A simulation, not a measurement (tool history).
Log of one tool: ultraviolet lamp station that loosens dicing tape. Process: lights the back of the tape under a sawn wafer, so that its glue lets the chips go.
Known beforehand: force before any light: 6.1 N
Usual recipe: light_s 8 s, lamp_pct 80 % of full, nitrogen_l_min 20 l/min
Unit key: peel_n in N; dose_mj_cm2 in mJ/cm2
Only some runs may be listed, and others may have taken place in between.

{"run": 1, "hour": 0.0, "light_s": 8, "lamp_pct": 80, "nitrogen_l_min": 20, "peel_n": 1.082, "dose_mj_cm2": 298}
{"run": 2, "hour": 11.5, "light_s": 8, "lamp_pct": 80, "nitrogen_l_min": 20, "peel_n": 1.101, "dose_mj_cm2": 297}
{"run": 3, "hour": 28.0, "light_s": 8, "lamp_pct": 80, "nitrogen_l_min": 20, "peel_n": 1.098, "dose_mj_cm2": 295}
{"run": 4, "hour": 37.5, "light_s": 8, "lamp_pct": 80, "nitrogen_l_min": 20, "peel_n": 1.159, "dose_mj_cm2": 289}
{"run": 5, "hour": 50.5, "light_s": 8, "lamp_pct": 80, "nitrogen_l_min": 20, "peel_n": 1.229, "dose_mj_cm2": 290}
{"run": 6, "hour": 67.9, "light_s": 8, "lamp_pct": 80, "nitrogen_l_min": 20, "peel_n": 1.206, "dose_mj_cm2": 281}
{"run": 7, "hour": 86.2, "light_s": 8, "lamp_pct": 80, "nitrogen_l_min": 20, "peel_n": 1.224, "dose_mj_cm2": 284}
{"run": 8, "hour": 99.1, "light_s": 8, "lamp_pct": 80, "nitrogen_l_min": 20, "peel_n": 1.276, "dose_mj_cm2": 276}
{"hour": 105.0, "done": "window cleaned of glue's vapour"}
{"run": 9, "hour": 118.7, "light_s": 8, "lamp_pct": 80, "nitrogen_l_min": 20, "peel_n": 1.45, "dose_mj_cm2": 252}
{"run": 10, "hour": 127.8, "light_s": 8, "lamp_pct": 80, "nitrogen_l_min": 20, "peel_n": 1.472, "dose_mj_cm2": 244}
{"run": 11, "hour": 137.0, "light_s": 8, "lamp_pct": 73, "nitrogen_l_min": 20, "peel_n": 1.714, "dose_mj_cm2": 225}
{"run": 12, "hour": 154.4, "light_s": 8, "lamp_pct": 61, "nitrogen_l_min": 20, "peel_n": 2.14, "dose_mj_cm2": 186}
{"run": 13, "hour": 165.1, "light_s": 10, "lamp_pct": 84, "nitrogen_l_min": 9, "peel_n": 1.394, "dose_mj_cm2": 315}
{"run": 14, "hour": 176.0, "light_s": 5, "lamp_pct": 84, "nitrogen_l_min": 9, "peel_n": 2.951, "dose_mj_cm2": 157}
{"hour": 182.4, "done": "window cleaned of glue's vapour, once more"}
{"run": 15, "hour": 190.5, "light_s": 5, "lamp_pct": 84, "nitrogen_l_min": 9, "peel_n": 2.421, "dose_mj_cm2": 201}
{"run": 16, "hour": 199.5, "light_s": 5, "lamp_pct": 84, "nitrogen_l_min": 9, "peel_n": 2.383, "dose_mj_cm2": 195}
{"run": 17, "hour": 216.2, "light_s": 5, "lamp_pct": 84, "nitrogen_l_min": 9, "peel_n": 2.49, "dose_mj_cm2": 191}
{"run": 18, "hour": 226.1, "light_s": 8, "lamp_pct": 95, "nitrogen_l_min": 28, "peel_n": 0.74, "dose_mj_cm2": 342}
{"run": 19, "hour": 240.9, "light_s": 8, "lamp_pct": 73, "nitrogen_l_min": 28, "peel_n": 1.238, "dose_mj_cm2": 264}
{"run": 20, "hour": 255.5, "light_s": 14, "lamp_pct": 97, "nitrogen_l_min": 20, "peel_n": 0.237, "dose_mj_cm2": 603}

For run 21, what comes out?
{"run": 21, "hour": 266.0, "light_s": 8, "lamp_pct": 80, "nitrogen_l_min": 19, "peel_n": "?", "dose_mj_cm2": "?"}

Run 21 produced peel_n 1.217 N, dose_mj_cm2 281 mJ/cm2.
With the hidden condition absent and the run-to-run variation left alone, this run would have shown peel_n 0.366 N, dose_mj_cm2 512 mJ/cm2.
